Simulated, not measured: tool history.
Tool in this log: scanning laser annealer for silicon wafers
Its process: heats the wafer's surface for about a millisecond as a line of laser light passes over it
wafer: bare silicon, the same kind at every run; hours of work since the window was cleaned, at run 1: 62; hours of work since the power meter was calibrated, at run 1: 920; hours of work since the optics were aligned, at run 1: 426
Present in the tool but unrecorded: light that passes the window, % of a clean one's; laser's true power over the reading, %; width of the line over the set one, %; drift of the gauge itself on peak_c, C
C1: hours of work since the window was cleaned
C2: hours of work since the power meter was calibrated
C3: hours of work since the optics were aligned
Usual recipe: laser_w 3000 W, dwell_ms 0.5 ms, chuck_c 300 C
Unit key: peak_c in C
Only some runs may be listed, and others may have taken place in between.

Run 1, hour 0: usual settings; C1 62; C2 920; C3 426. Result: peak_c 1005 C.
Run 2, hour 35.7: usual settings; C1 77; C2 934; C3 440. Result: peak_c 1002 C.
Run 3, hour 100.4: usual settings; C1 103; C2 960; C3 466. Result: peak_c 997 C.
Run 4, hour 168: usual settings; C1 130; C2 988; C3 494. Result: peak_c 994 C.
Run 5, hour 235.6: usual settings; C1 157; C2 1015; C3 521. Result: peak_c 995 C.
Run 6, hour 272.3: usual settings but dwell_ms 0.371 ms; C1 172; C2 1030; C3 536. Result: peak_c 898 C.
Run 7, hour 342.7: usual settings but dwell_ms 0.371 ms; C1 201; C2 1058; C3 564. Result: peak_c 897 C.
Run 8, hour 418.4: usual settings; C1 231; C2 1089; C3 595. Result: peak_c 986 C.
At hour 428.6: optics aligned, line set to its width.
Run 9, hour 480.3: usual settings but laser_w 2936 W, chuck_c 307 C; C1 254; C2 1112; C3 21. Result: peak_c 967 C.
Run 10, hour 541.9: usual settings but dwell_ms 0.558 ms, chuck_c 270 C; C1 279; C2 1136; C3 46. Result: peak_c 986 C.
Run 11, hour 603.5: usual settings but dwell_ms 0.558 ms, chuck_c 270 C; C1 304; C2 1161; C3 71. Result: peak_c 985 C.
Run 12, hour 635.5: usual settings but laser_w 3042 W, dwell_ms 0.532 ms, chuck_c 288 C; C1 317; C2 1174; C3 83. Result: peak_c 995 C.
Run 13, hour 675.4: usual settings but laser_w 3042 W, dwell_ms 0.532 ms, chuck_c 288 C; C1 333; C2 1190; C3 100. Result: peak_c 992 C.
Run 14, hour 725.1: usual settings but dwell_ms 0.455 ms, chuck_c 297 C; C1 353; C2 1210; C3 120. Result: peak_c 938 C.
At hour 750.7: optics aligned, line set to its width, once more.
Run 15, hour 786.7: usual settings but laser_w 3120 W, dwell_ms 0.46 ms, chuck_c 282 C; C1 376; C2 1233; C3 15. Result: peak_c 980 C.

Each row is a separate what-if for the run after 15, all from the same tool condition, not one after another. Results?
Run A, hour 854.8: usual settings but dwell_ms 0.432 ms, chuck_c 285 C; C1 403; C2 1261; C3 42. Result: peak_c ?.
Run B, hour 854.8: usual settings but dwell_ms 0.597 ms; C1 403; C2 1261; C3 42. Result: peak_c ?.
Run C, hour 854.8: usual settings but dwell_ms 0.432 ms; C1 403; C2 1261; C3 42. Result: peak_c ?.
Run D, hour 854.8: usual settings but laser_w 3120 W, dwell_ms 0.564 ms, chuck_c 306 C; C1 403; C2 1261; C3 42. Result: peak_c ?.

run  peak_c
  A     925
  B    1055
  C     943
  D    1077
Take away the tool's hidden state, keep each run's random variation, and the runs would have read:
run  peak_c
  A     947
  B    1080
  C     965
  D    1103
